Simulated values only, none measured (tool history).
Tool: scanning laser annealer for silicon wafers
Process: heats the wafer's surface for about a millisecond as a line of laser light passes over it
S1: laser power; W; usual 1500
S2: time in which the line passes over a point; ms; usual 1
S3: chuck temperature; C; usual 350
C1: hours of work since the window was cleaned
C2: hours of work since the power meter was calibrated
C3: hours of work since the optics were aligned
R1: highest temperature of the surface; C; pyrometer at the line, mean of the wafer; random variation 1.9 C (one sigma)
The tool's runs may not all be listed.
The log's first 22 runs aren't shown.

run	hour	S1	S2	S3	C1	C2	C3	R1
23	386.9	1402	1.09	389	108	919	1133	1082
# hour 391.3: window over the wafer cleaned, once more
24	401.1	1648	1.16	357	8	929	1142	1317
25	413.4	1635	0.97	310	17	939	1152	1186
26	431.8	1500	1	352	32	953	1167	1144
27	446.7	1440	0.95	387	44	965	1178	1119
28	463.4	1325	0.77	346	57	978	1192	943
29	478.1	1500	0.84	315	68	990	1203	1046
30	496.7	1500	0.84	315	83	1004	1218	1041
31	508.3	1500	0.84	315	92	1013	1227	1044
32	534	1500	0.84	315	113	1034	1247	1040
33	545.7	1500	0.84	315	122	1043	1256	1038
34	564.8	1500	1.07	357	137	1058	1272	1168
35	580.1	1490	1.07	357	149	1070	1284	1163
36	597.9	1528	1.05	360	163	1084	1298	1180
37	609.9	1327	0.87	360	172	1094	1307	987
38	631.7	1633	0.95	343	190	1111	1324	1198
39	654.7	1633	0.95	343	208	1129	1342	1201
40	671.7	1461	0.72	379	221	1142	1356	1023

Forecast each of these 5 alternatives for the next run:
A	690.8	1500	1	312	236	1157	1371	?
B	690.8	1461	1.15	334	236	1157	1371	?
C	690.8	1498	1.11	328	236	1157	1371	?
D	690.8	1574	1.22	386	236	1157	1371	?
E	690.8	1567	1.24	350	236	1157	1371	?

run	R1
A	1097
B	1141
C	1147
D	1306
E	1268
Without the tool's hidden state the same runs would have given:
run	R1
A	1131
B	1176
C	1183
D	1346
E	1308
